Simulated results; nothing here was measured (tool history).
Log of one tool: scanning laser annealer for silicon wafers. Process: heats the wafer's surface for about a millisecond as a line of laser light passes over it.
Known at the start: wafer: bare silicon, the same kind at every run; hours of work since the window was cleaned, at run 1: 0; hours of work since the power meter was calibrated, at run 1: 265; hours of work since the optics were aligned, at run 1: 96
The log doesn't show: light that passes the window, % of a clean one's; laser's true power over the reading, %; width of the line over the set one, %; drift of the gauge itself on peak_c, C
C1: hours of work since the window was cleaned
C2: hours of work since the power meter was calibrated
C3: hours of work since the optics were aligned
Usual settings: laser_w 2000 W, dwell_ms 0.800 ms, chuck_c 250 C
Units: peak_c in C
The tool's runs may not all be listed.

run 1 hour=0.0 | laser_w=2000 dwell_ms=0.800 chuck_c=250 | C1=0 C2=265 C3=96 | peak_c=1028
run 2 hour=52.4 | laser_w=2000 dwell_ms=0.800 chuck_c=241 | C1=26 C2=291 C3=122 | peak_c=1013
run 3 hour=89.5 | laser_w=2000 dwell_ms=0.800 chuck_c=241 | C1=45 C2=310 C3=141 | peak_c=1011
run 4 hour=133.9 | laser_w=2000 dwell_ms=0.745 chuck_c=241 | C1=67 C2=332 C3=163 | peak_c=978
run 5 hour=181.4 | laser_w=2000 dwell_ms=0.800 chuck_c=250 | C1=91 C2=356 C3=187 | peak_c=1016
run 6 hour=256.7 | laser_w=2000 dwell_ms=0.800 chuck_c=284 | C1=129 C2=393 C3=225 | peak_c=1041
run 7 hour=301.8 | laser_w=2000 dwell_ms=0.689 chuck_c=250 | C1=151 C2=416 C3=247 | peak_c=945
run 8 hour=376.8 | laser_w=2000 dwell_ms=0.689 chuck_c=250 | C1=189 C2=454 C3=285 | peak_c=942
run 9 hour=418.5 | laser_w=2000 dwell_ms=0.689 chuck_c=250 | C1=210 C2=474 C3=306 | peak_c=943
run 10 hour=507.6 | laser_w=2000 dwell_ms=0.689 chuck_c=250 | C1=254 C2=519 C3=351 | peak_c=932
run 11 hour=561.9 | laser_w=2000 dwell_ms=0.689 chuck_c=250 | C1=282 C2=546 C3=378 | peak_c=933
run 12 hour=599.0 | laser_w=2000 dwell_ms=0.689 chuck_c=250 | C1=300 C2=565 C3=396 | peak_c=930
-- hour=607.4 laser's power meter calibrated
run 13 hour=688.5 | laser_w=2012 dwell_ms=0.800 chuck_c=250 | C1=344 C2=41 C3=440 | peak_c=991
run 14 hour=730.7 | laser_w=2000 dwell_ms=0.641 chuck_c=250 | C1=365 C2=62 C3=461 | peak_c=897
run 15 hour=804.4 | laser_w=2000 dwell_ms=0.611 chuck_c=250 | C1=402 C2=99 C3=498 | peak_c=877
run 16 hour=864.7 | laser_w=2002 dwell_ms=0.706 chuck_c=250 | C1=432 C2=129 C3=528 | peak_c=927
run 17 hour=951.6 | laser_w=2000 dwell_ms=0.800 chuck_c=268 | C1=476 C2=173 C3=572 | peak_c=986
run 18 hour=1004.4 | laser_w=1902 dwell_ms=0.800 chuck_c=286 | C1=502 C2=199 C3=598 | peak_c=964
-- hour=1027.3 window over the wafer cleaned
-- hour=1036.9 laser's power meter calibrated, once more
run 19 hour=1078.1 | laser_w=1902 dwell_ms=0.800 chuck_c=286 | C1=24 C2=21 C3=633 | peak_c=999
run 20 hour=1127.2 | laser_w=2174 dwell_ms=0.651 chuck_c=286 | C1=49 C2=45 C3=657 | peak_c=1025
run 21 hour=1164.1 | laser_w=1884 dwell_ms=0.862 chuck_c=286 | C1=67 C2=64 C3=676 | peak_c=1022
run 22 hour=1250.6 | laser_w=1701 dwell_ms=0.800 chuck_c=250 | C1=110 C2=107 C3=719 | peak_c=871
-- hour=1316.0 optics aligned, line set to its width
run 23 hour=1337.2 | laser_w=1985 dwell_ms=0.621 chuck_c=250 | C1=151 C2=148 C3=11 | peak_c=901
run 24 hour=1391.1 | laser_w=1985 dwell_ms=0.584 chuck_c=242 | C1=178 C2=175 C3=38 | peak_c=869
run 25 hour=1428.7 | laser_w=1985 dwell_ms=0.586 chuck_c=232 | C1=197 C2=194 C3=57 | peak_c=856
run 26 hour=1467.5 | laser_w=1702 dwell_ms=0.586 chuck_c=234 | C1=217 C2=213 C3=76 | peak_c=758
run 27 hour=1555.2 | laser_w=1969 dwell_ms=0.586 chuck_c=250 | C1=261 C2=257 C3=120 | peak_c=869
run 28 hour=1600.8 | laser_w=1969 dwell_ms=0.586 chuck_c=250 | C1=283 C2=280 C3=143 | peak_c=860

Forecast each of these 5 alternatives for the next run:
run A hour=1673.8 | laser_w=1969 dwell_ms=0.668 chuck_c=256 | C1=320 C2=317 C3=179 | peak_c=?
run B hour=1673.8 | laser_w=2042 dwell_ms=0.782 chuck_c=250 | C1=320 C2=317 C3=179 | peak_c=?
run C hour=1673.8 | laser_w=1709 dwell_ms=0.800 chuck_c=257 | C1=320 C2=317 C3=179 | peak_c=?
run D hour=1673.8 | laser_w=1975 dwell_ms=0.845 chuck_c=223 | C1=320 C2=317 C3=179 | peak_c=?
run E hour=1673.8 | laser_w=1997 dwell_ms=0.586 chuck_c=257 | C1=320 C2=317 C3=179 | peak_c=?

run=A peak_c=914
run=B peak_c=997
run=C peak_c=881
run=D peak_c=979
run=E peak_c=880
Without the tool's hidden state the same runs would have given:
run=A peak_c=947
run=B peak_c=1034
run=C peak_c=912
run=D peak_c=1016
run=E peak_c=911

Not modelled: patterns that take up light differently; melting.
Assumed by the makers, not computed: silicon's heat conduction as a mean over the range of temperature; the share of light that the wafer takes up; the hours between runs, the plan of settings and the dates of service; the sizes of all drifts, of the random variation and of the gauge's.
